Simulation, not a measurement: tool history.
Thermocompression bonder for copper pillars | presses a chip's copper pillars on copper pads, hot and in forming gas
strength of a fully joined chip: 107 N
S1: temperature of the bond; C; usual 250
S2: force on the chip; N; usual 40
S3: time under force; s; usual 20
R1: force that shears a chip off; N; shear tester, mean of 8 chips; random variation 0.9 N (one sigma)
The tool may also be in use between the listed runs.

| run | hour | S1 | S2 | S3 | R1 |
|---|---|---|---|---|---|
| 1 | 0.0 | 250 | 40 | 20 | 69.1 |
| 2 | 24.9 | 250 | 40 | 20 | 69.2 |
| 3 | 38.6 | 250 | 40 | 20 | 68.4 |
| 4 | 49.5 | 250 | 40 | 20 | 68.4 |
| 5 | 70.7 | 250 | 40 | 20 | 69.1 |
| 6 | 90.3 | 250 | 40 | 20 | 69.8 |
| 7 | 106.8 | 250 | 40 | 20 | 68.0 |
| 8 | 123.5 | 250 | 40 | 20 | 67.9 |
| 9 | 149.3 | 250 | 40 | 20 | 68.8 |
| 10 | 164.5 | 250 | 40 | 20 | 68.8 |
| 11 | 188.4 | 241 | 40 | 20 | 60.7 |
| 12 | 206.9 | 250 | 27 | 20 | 56.5 |
| 13 | 218.9 | 250 | 27 | 20 | 56.1 |
| 14 | 232.3 | 250 | 27 | 20 | 57.1 |
| 15 | 244.3 | 260 | 27 | 20 | 64.4 |
| 16 | 259.4 | 260 | 27 | 20 | 63.6 |
| 17 | 284.7 | 265 | 40 | 20 | 77.4 |
| 18 | 302.1 | 250 | 40 | 20 | 67.3 |
| 19 | 313.7 | 250 | 40 | 20 | 66.4 |
| 20 | 334.2 | 250 | 40 | 20 | 66.8 |
| 21 | 349.6 | 235 | 39 | 20 | 53.6 |
| 22 | 367.3 | 250 | 27 | 19 | 53.3 |
| 23 | 382.4 | 250 | 40 | 11 | 54.3 |
| 24 | 406.2 | 244 | 45 | 20 | 64.3 |
|  | 424.6 | forming gas filter changed |
| 25 | 430.3 | 243 | 27 | 20 | 54.8 |
| 26 | 449.6 | 243 | 27 | 20 | 53.6 |
| 27 | 470.3 | 250 | 40 | 12 | 59.0 |
| 28 | 492.4 | 229 | 40 | 19 | 52.3 |
| 29 | 506.3 | 232 | 40 | 17 | 52.7 |
| 30 | 522.7 | 232 | 40 | 17 | 51.4 |
| 31 | 547.7 | 254 | 31 | 59 | 85.0 |
| 32 | 572.1 | 250 | 32 | 15 | 57.0 |
| 33 | 597.0 | 250 | 32 | 15 | 55.7 |
| 34 | 620.7 | 250 | 30 | 56 | 79.2 |
| 35 | 634.0 | 250 | 40 | 32 | 78.3 |
| 36 | 656.4 | 232 | 40 | 20 | 53.3 |
| 37 | 668.5 | 232 | 40 | 20 | 52.7 |
| 38 | 684.0 | 250 | 59 | 23 | 77.4 |
| 39 | 703.0 | 250 | 59 | 23 | 78.2 |

Forecast each of these 5 alternatives for the next run:
| A | 723.9 | 252 | 28 | 35 | ? |
| B | 723.9 | 246 | 58 | 57 | ? |
| C | 723.9 | 250 | 31 | 23 | ? |
| D | 723.9 | 250 | 31 | 20 | ? |
| E | 723.9 | 221 | 48 | 37 | ? |

| run | R1 |
|---|---|
| A | 70.8 |
| B | 91.6 |
| C | 62.4 |
| D | 60.9 |
| E | 60.0 |
Without the tool's hidden state the same runs would have given:
| run | R1 |
|---|---|
| A | 78.6 |
| B | 98.0 |
| C | 70.0 |
| D | 68.5 |
| E | 68.1 |
